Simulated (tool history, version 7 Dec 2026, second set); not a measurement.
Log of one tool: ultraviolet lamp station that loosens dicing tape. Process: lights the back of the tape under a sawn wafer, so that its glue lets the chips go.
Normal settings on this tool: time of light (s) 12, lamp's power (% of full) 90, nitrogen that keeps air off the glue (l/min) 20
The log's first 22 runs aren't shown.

| run | hour | time of light (s) | lamp's power (% of full) | nitrogen that keeps air off the glue (l/min) | force that peels the tape off (N) | light that reached the tape (mJ/cm2) |
|---|---|---|---|---|---|---|
| 23 | 997.1 | 10 | 74 | 20 | 1.735 | 243 |
| 24 | 1034.9 | 10 | 74 | 20 | 1.727 | 241 |
| 25 | 1095.6 | 10 | 74 | 20 | 1.783 | 238 |
| 26 | 1141.3 | 13 | 73 | 10 | 1.864 | 301 |
| 27 | 1193.7 | 21 | 66 | 13 | 0.954 | 433 |
| 28 | 1233.9 | 8 | 100 | 13 | 2.059 | 245 |
| 29 | 1261.7 | 9 | 89 | 20 | 1.767 | 246 |
| 30 | 1292.9 | 9 | 89 | 20 | 1.798 | 241 |
| 31 | 1359.8 | 12 | 88 | 30 | 1.044 | 304 |
| 32 | 1409.8 | 12 | 88 | 30 | 1.089 | 302 |
| 33 | 1449.6 | 12 | 88 | 30 | 1.09 | 300 |
| 34 | 1515.3 | 12 | 88 | 30 | 1.102 | 297 |
|  | 1533.3 | window cleaned of glue's vapour |
| 35 | 1567.9 | 10 | 90 | 22 | 1.252 | 298 |
| 36 | 1624.6 | 21 | 90 | 20 | 0.357 | 609 |
| 37 | 1673.4 | 21 | 90 | 20 | 0.36 | 603 |
| 38 | 1730 | 11 | 90 | 20 | 1.188 | 311 |
| 39 | 1779.7 | 11 | 90 | 20 | 1.267 | 311 |
| 40 | 1824 | 12 | 75 | 20 | 1.475 | 273 |
| 41 | 1854.1 | 12 | 75 | 20 | 1.537 | 274 |
| 42 | 1911.7 | 12 | 75 | 20 | 1.559 | 266 |
| 43 | 1974.2 | 19 | 74 | 29 | 0.641 | 405 |

Forecast each of these 3 alternatives for the next run:
| A | 2018 | 9 | 86 | 12 | ? | ? |
| B | 2018 | 12 | 90 | 15 | ? | ? |
| C | 2018 | 17 | 73 | 17 | ? | ? |

| run | force that peels the tape off (N) | light that reached the tape (mJ/cm2) |
|---|---|---|
| A | 2.419 | 221 |
| B | 1.466 | 308 |
| C | 1.144 | 354 |
The same runs, with their run-to-run variation unchanged, on a tool lacking any hidden condition would have given:
| run | force that peels the tape off (N) | light that reached the tape (mJ/cm2) |
|---|---|---|
| A | 1.461 | 339 |
| B | 0.727 | 471 |
| C | 0.529 | 542 |
